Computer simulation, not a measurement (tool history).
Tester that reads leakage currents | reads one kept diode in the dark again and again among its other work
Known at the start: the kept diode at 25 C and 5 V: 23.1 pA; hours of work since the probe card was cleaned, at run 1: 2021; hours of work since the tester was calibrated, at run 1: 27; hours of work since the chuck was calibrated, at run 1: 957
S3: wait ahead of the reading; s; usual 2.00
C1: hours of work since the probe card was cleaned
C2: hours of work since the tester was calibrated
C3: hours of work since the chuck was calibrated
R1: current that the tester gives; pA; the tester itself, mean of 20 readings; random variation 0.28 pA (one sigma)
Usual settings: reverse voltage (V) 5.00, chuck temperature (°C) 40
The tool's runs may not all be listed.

run 1 hour=0.0 | reverse_voltage_(V)=5.00 chuck_temperature_(°C)=40 S3=2.00 | C1=2021 C2=27 C3=957 | R1=107.44
run 2 hour=68.4 | reverse_voltage_(V)=5.00 chuck_temperature_(°C)=40 S3=2.00 | C1=2056 C2=62 C3=992 | R1=107.89
run 3 hour=152.1 | reverse_voltage_(V)=5.00 chuck_temperature_(°C)=40 S3=2.00 | C1=2099 C2=105 C3=1036 | R1=108.78
-- hour=165.3 probe card cleaned and baked
run 4 hour=229.1 | reverse_voltage_(V)=5.00 chuck_temperature_(°C)=40 S3=1.12 | C1=33 C2=144 C3=1074 | R1=106.22
run 5 hour=313.5 | reverse_voltage_(V)=5.00 chuck_temperature_(°C)=40 S3=2.00 | C1=76 C2=187 C3=1117 | R1=106.25
run 6 hour=403.1 | reverse_voltage_(V)=9.21 chuck_temperature_(°C)=40 S3=2.00 | C1=122 C2=233 C3=1163 | R1=132.22
run 7 hour=501.3 | reverse_voltage_(V)=5.00 chuck_temperature_(°C)=40 S3=2.00 | C1=173 C2=284 C3=1214 | R1=107.48
run 8 hour=586.7 | reverse_voltage_(V)=5.00 chuck_temperature_(°C)=40 S3=2.00 | C1=217 C2=328 C3=1258 | R1=108.30
run 9 hour=678.4 | reverse_voltage_(V)=5.00 chuck_temperature_(°C)=40 S3=2.00 | C1=264 C2=375 C3=1305 | R1=108.33
run 10 hour=729.2 | reverse_voltage_(V)=5.00 chuck_temperature_(°C)=40 S3=2.00 | C1=290 C2=401 C3=1331 | R1=109.63
run 11 hour=819.8 | reverse_voltage_(V)=5.00 chuck_temperature_(°C)=40 S3=2.00 | C1=337 C2=448 C3=1378 | R1=109.62
run 12 hour=895.4 | reverse_voltage_(V)=5.00 chuck_temperature_(°C)=40 S3=2.00 | C1=376 C2=486 C3=1417 | R1=110.53
run 13 hour=983.6 | reverse_voltage_(V)=5.00 chuck_temperature_(°C)=40 S3=2.00 | C1=421 C2=532 C3=1462 | R1=110.37
run 14 hour=1044.0 | reverse_voltage_(V)=5.00 chuck_temperature_(°C)=40 S3=2.00 | C1=452 C2=563 C3=1493 | R1=111.47
run 15 hour=1103.1 | reverse_voltage_(V)=5.00 chuck_temperature_(°C)=40 S3=2.00 | C1=483 C2=593 C3=1524 | R1=112.62
-- hour=1112.5 tester calibrated
run 16 hour=1180.6 | reverse_voltage_(V)=1.16 chuck_temperature_(°C)=40 S3=2.00 | C1=522 C2=35 C3=1562 | R1=67.92
-- hour=1220.9 chuck's temperature calibrated
run 17 hour=1231.1 | reverse_voltage_(V)=12.76 chuck_temperature_(°C)=40 S3=2.00 | C1=547 C2=60 C3=5 | R1=130.72
run 18 hour=1278.7 | reverse_voltage_(V)=12.76 chuck_temperature_(°C)=40 S3=2.00 | C1=571 C2=85 C3=30 | R1=131.31
-- hour=1315.8 tester calibrated, once more
run 19 hour=1387.0 | reverse_voltage_(V)=7.73 chuck_temperature_(°C)=53 S3=2.00 | C1=626 C2=37 C3=84 | R1=323.31
run 20 hour=1446.4 | reverse_voltage_(V)=7.73 chuck_temperature_(°C)=53 S3=2.00 | C1=656 C2=67 C3=115 | R1=325.19
run 21 hour=1541.3 | reverse_voltage_(V)=5.67 chuck_temperature_(°C)=53 S3=5.33 | C1=705 C2=116 C3=164 | R1=292.64
run 22 hour=1615.2 | reverse_voltage_(V)=4.61 chuck_temperature_(°C)=21 S3=1.04 | C1=743 C2=154 C3=202 | R1=18.07
run 23 hour=1661.1 | reverse_voltage_(V)=4.61 chuck_temperature_(°C)=21 S3=1.04 | C1=767 C2=178 C3=226 | R1=18.24
run 24 hour=1745.2 | reverse_voltage_(V)=7.40 chuck_temperature_(°C)=26 S3=5.99 | C1=810 C2=221 C3=269 | R1=32.29
run 25 hour=1846.7 | reverse_voltage_(V)=1.56 chuck_temperature_(°C)=55 S3=4.41 | C1=863 C2=273 C3=321 | R1=226.19
run 26 hour=1931.4 | reverse_voltage_(V)=1.35 chuck_temperature_(°C)=39 S3=9.18 | C1=906 C2=317 C3=365 | R1=56.70
run 27 hour=2012.3 | reverse_voltage_(V)=5.00 chuck_temperature_(°C)=40 S3=1.60 | C1=948 C2=359 C3=406 | R1=98.72

3 ways to go on from here, each from the tool as it stands after run 27. What would each give?
run A hour=2110.4 | reverse_voltage_(V)=5.00 chuck_temperature_(°C)=43 S3=2.00 | C1=998 C2=409 C3=457 | R1=?
run B hour=2110.4 | reverse_voltage_(V)=3.94 chuck_temperature_(°C)=40 S3=2.00 | C1=998 C2=409 C3=457 | R1=?
run C hour=2110.4 | reverse_voltage_(V)=5.00 chuck_temperature_(°C)=53 S3=1.13 | C1=998 C2=409 C3=457 | R1=?

run=A R1=127.87
run=B R1=91.65
run=C R1=291.55
Without the tool's hidden state the same runs would have given:
run=A R1=120.77
run=B R1=86.36
run=C R1=278.26
